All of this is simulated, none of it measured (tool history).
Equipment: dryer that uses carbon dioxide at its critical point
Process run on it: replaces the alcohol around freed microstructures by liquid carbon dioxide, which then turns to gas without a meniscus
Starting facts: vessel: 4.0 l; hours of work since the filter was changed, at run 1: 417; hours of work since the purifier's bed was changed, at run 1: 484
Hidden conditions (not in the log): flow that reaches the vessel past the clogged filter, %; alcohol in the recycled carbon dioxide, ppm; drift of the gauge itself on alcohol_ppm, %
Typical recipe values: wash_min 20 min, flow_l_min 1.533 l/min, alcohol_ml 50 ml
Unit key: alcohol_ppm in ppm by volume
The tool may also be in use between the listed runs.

run,day,wash_min,flow_l_min,alcohol_ml,hours of work since the filter was changed,hours of work since the purifier's bed was changed,alcohol_ppm
1,0,20,1.533,50,417,484,172
2,0.988,20,1.533,50,425,492,181
3,1.888,20,1.533,50,432,500,187
4,3.421,20,1.533,23,445,512,155
5,4.612,20,1.533,23,455,522,159
6,5.308,20,1.11,50,461,528,435
7,6.196,20,1.11,50,468,536,458
8,7.471,20,1.11,50,479,546,456
9,8.575,20,1.11,50,488,555,453
# day 9.004: inlet filter changed
10,9.896,17,1.533,50,7,566,242
11,11.4,17,1.533,50,20,579,229
12,12.167,17,1.533,50,26,585,236
13,13.342,14,1.533,50,36,595,393
14,14.471,27,2.07,50,46,604,130
15,15.488,16,1.4,36,54,613,311
16,17.171,31,2.39,50,68,627,134
17,18.312,31,1.96,69,78,636,143
18,19.696,31,1.25,23,89,648,146
19,20.538,31,1.25,23,96,655,152
20,22.167,20,1.39,50,110,669,250
21,22.946,14,1.18,37,116,675,642
22,24.275,14,1.18,37,128,686,695
23,25.846,14,1.23,30,141,699,530

Hidden state or all else? Some run-to-run changes of alcohol_ppm, split into what the settings, what came in and random variation would give without the hidden state, and what is left for the hidden state (with any gauge scatter that isn't in both results):
Run 5 -> 6: flow_l_min 1.533 -> 1.11, alcohol_ml 23 -> 50. alcohol_ppm +276 ppm by volume: hidden state +57, all else +219.
Run 9 -> 10: wash_min 20 -> 17, flow_l_min 1.11 -> 1.533, inlet filter changed. alcohol_ppm -211 ppm by volume: hidden state -71, all else -140.
Run 20 -> 21: wash_min 20 -> 14, flow_l_min 1.39 -> 1.18, alcohol_ml 50 -> 37. alcohol_ppm +392 ppm by volume: hidden state +4, all else +388.
